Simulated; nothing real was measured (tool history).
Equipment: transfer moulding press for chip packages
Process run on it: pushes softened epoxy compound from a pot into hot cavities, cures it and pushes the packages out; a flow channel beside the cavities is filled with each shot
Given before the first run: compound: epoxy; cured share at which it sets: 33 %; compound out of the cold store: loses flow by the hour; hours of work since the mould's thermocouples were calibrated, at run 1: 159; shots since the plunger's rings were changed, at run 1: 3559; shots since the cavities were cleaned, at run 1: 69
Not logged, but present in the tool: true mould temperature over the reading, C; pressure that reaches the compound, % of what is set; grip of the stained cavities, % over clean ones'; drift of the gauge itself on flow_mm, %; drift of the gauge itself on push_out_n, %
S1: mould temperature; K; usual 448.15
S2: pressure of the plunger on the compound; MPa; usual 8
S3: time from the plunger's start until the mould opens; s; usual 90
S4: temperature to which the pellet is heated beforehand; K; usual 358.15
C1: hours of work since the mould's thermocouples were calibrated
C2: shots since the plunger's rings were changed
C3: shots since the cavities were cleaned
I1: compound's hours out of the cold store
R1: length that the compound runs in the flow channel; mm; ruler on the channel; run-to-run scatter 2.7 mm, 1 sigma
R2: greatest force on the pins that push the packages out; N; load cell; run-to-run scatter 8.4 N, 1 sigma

run   hour      S1    S2   S3      S4   C1    C2    C3    I1   R1   R2
  1      0  448.15     8   90  358.15  159  3559    69  25.9  682  366
      18.2  -- plunger's sealing rings changed
  2   38.7  448.15     8   90  358.15  178   230   475  23.6  691  361
  3   70.5  448.15     8   90  358.15  196   588   833  10.9  734  384
  4   94.6  448.15     8   90  358.15  209   859  1104  22.7  692  387
     102.7  -- cavities cleaned with cleaning compound and waxed
  5  132.7  448.15     8   90  363.15  229  1270   337  29.8  671  360
  6  150.6  448.15     8   90  363.15  239  1471   538  35.5  656  349
  7  180.2  448.15     8   90  363.15  255  1803   870  40.5  639  336
  8  204.4  448.15     8   90  363.15  268  2076  1143  27.6  675  357
     208.8  -- cavities cleaned with cleaning compound and waxed
  9  230.9  448.15     8   90  363.15  282  2356   248    37  643  342
 10  261.3  448.15     8   95  361.15  298  2697   589  17.9  712  330
 11  287.6  453.15  6.61   90  358.15  313  2993   885   9.3  665  298
     314.8  -- cavities cleaned with cleaning compound and waxed
 12  329.9  448.15     8   90  361.15  335  3451   170   8.8  741  390
     358.6  -- plunger's sealing rings changed
 13  359.1  448.15     8   90  361.15  349     5   470  47.2  619  346
 14  387.6  441.15  6.79  122  366.15  365   326   791  35.1  606  300
       424  -- cavities cleaned with cleaning compound and waxed
 15  429.8  448.15     8   70  358.15  387   782    64  23.2  692  648
 16  455.7  446.15  7.14   86  358.15  401  1074   356  26.9  642  452
 17  486.9  446.15  7.14   86  358.15  418  1425   707  39.3  610  428
     529.2  -- cavities cleaned with cleaning compound and waxed
 18  530.4  446.15  7.14   86  358.15  441  1896    14  25.3  653  450

Branching from run 18: 5 alternative next runs. What would each branch give?
  A  549.7  448.15     8  80  358.15  452  2113  231   9.9   ?   ?
  B  549.7  446.15  8.66  86  358.15  452  2113  231    43   ?   ?
  C  549.7  449.15     8  90  358.15  452  2113  231    36   ?   ?
  D  549.7  443.15  8.49  90  350.15  452  2113  231  29.9   ?   ?
  E  549.7  453.15  7.14  86  358.15  452  2113  231   8.4   ?   ?

run   R1   R2
  A  735  518
  B  661  438
  C  647  338
  D  694  514
  E  690  330
With the hidden condition removed and each run's random variation left untouched, the same runs would have given:
run   R1   R2
  A  735  514
  B  661  435
  C  648  336
  D  694  510
  E  690  328

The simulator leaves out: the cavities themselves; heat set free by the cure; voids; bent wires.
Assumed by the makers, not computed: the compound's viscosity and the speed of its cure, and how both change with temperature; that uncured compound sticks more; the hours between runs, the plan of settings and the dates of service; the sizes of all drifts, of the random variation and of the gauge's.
